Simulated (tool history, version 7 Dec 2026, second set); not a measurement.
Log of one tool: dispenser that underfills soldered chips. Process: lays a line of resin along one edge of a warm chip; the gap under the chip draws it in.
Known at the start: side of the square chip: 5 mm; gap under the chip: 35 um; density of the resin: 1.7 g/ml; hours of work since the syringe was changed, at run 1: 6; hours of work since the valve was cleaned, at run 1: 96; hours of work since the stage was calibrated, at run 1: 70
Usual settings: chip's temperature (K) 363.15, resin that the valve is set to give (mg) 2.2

run,day,chip's temperature (K),resin that the valve is set to give (mg),hours of work since the syringe was changed,hours of work since the valve was cleaned,hours of work since the stage was calibrated,time until the resin shows at the far edge (s),resin that the valve gave (mg)
1,0,363.15,2.2,6,96,70,19,2.03
# day 0.121: new syringe of resin
2,0.208,363.15,2.2,2,99,73,17.1,2.06
3,0.5,363.15,2.2,7,105,79,20.3,2.07
# day 0.575: new syringe of resin
4,0.675,363.15,2.2,2,108,82,16.3,2.04
5,0.8,348.15,2.2,4,110,84,33.6,2.03
# day 1.029: new syringe of resin
6,1.062,348.15,2.2,1,115,89,31,2.01
# day 1.35: dispensing valve cleaned and set on the balance
7,1.392,348.15,2.2,6,1,95,35.6,2.19
# day 1.529: new syringe of resin
8,1.533,348.15,2.2,0,3,97,29.5,2.2
9,1.667,348.15,2.2,3,6,100,31.2,2.18
# day 1.979: new syringe of resin
10,1.979,349.15,2.2,0,11,105,27.6,2.2
11,2.283,363.15,2.51,6,17,111,18,2.46
# day 2.425: new syringe of resin
12,2.521,365.15,2.2,2,22,115,15.5,2.17
13,2.683,363.15,2.2,5,25,118,18.1,2.15
14,2.812,363.15,2.15,7,27,121,20.7,2.09
# day 2.883: new syringe of resin
15,3.025,363.15,1.97,3,31,125,17.6,1.93
16,3.204,363.15,2.16,6,34,128,20.3,2.1
# day 3.342: new syringe of resin
17,3.5,363.15,2.16,3,40,134,17.8,2.1
18,3.712,349.15,2.2,7,44,138,35.8,2.14
# day 3.804: new syringe of resin
19,3.921,349.15,2.2,2,47,141,29.8,2.14
20,4.208,365.15,2.14,8,53,147,18.6,2.06
# day 4.262: new syringe of resin
21,4.438,363.15,2.67,3,57,151,16.6,2.55
22,4.588,358.15,2.15,6,60,154,23.8,2.06
# day 4.721: new syringe of resin
23,4.871,358.15,2.15,3,65,159,21.4,2.04
24,5.054,358.15,2.15,6,69,162,24.4,2.06
# day 5.188: new syringe of resin
25,5.325,370.15,2.15,3,73,167,12.9,2.04
26,5.554,370.15,2.15,7,78,172,14.5,2.04
# day 5.633: new syringe of resin
27,5.85,368.15,2.3,4,83,177,15.1,2.15
# day 6.083: new syringe of resin
28,6.083,361.15,2.43,0,87,181,16.8,2.27
29,6.388,374.15,2.88,6,93,187,12,2.68
# day 6.525: new syringe of resin
30,6.654,368.15,1.96,2,98,192,14.3,1.8
31,6.879,356.15,2.19,7,102,196,27.1,2.02
# day 6.975: new syringe of resin
32,7.15,356.15,2.37,3,107,201,23.8,2.19
# day 7.421: new syringe of resin
33,7.458,356.15,2.37,1,113,207,21.4,2.16
34,7.758,356.15,2.37,6,119,212,25.7,2.19
# day 7.867: dispensing valve cleaned and set on the balance
# day 7.912: new syringe of resin
35,7.983,366.15,2.62,1,2,216,14,2.62

The same runs without the tool's hidden state, with the same run-to-run variation:
The hidden state here: resin's viscosity, % of fresh resin's; dose that the valve gives, % of what is set; true chip temperature over the reading, C; drift of the gauge itself on fill_s, %; drift of the gauge itself on given_mg, %.
run,time until the resin shows at the far edge (s),resin that the valve gave (mg)
1,15.1,2.18
2,15.5,2.22
3,15.4,2.23
4,15,2.21
5,28.5,2.21
6,29.5,2.19
7,28.8,2.19
8,28.8,2.2
9,28.1,2.19
10,27.4,2.22
11,14.8,2.49
12,14.2,2.2
13,14.8,2.19
14,15.9,2.14
15,15.6,1.98
16,16.2,2.15
17,15.5,2.16
18,27.3,2.21
19,27.2,2.21
20,14.3,2.15
21,14.5,2.67
22,18.8,2.15
23,18.6,2.14
24,19.1,2.17
25,11.6,2.16
26,11.2,2.17
27,12.9,2.29
28,16.3,2.42
29,9.6,2.88
30,12.2,1.95
31,20.5,2.19
32,20.5,2.37
33,20.1,2.35
34,20,2.39
35,13.1,2.62

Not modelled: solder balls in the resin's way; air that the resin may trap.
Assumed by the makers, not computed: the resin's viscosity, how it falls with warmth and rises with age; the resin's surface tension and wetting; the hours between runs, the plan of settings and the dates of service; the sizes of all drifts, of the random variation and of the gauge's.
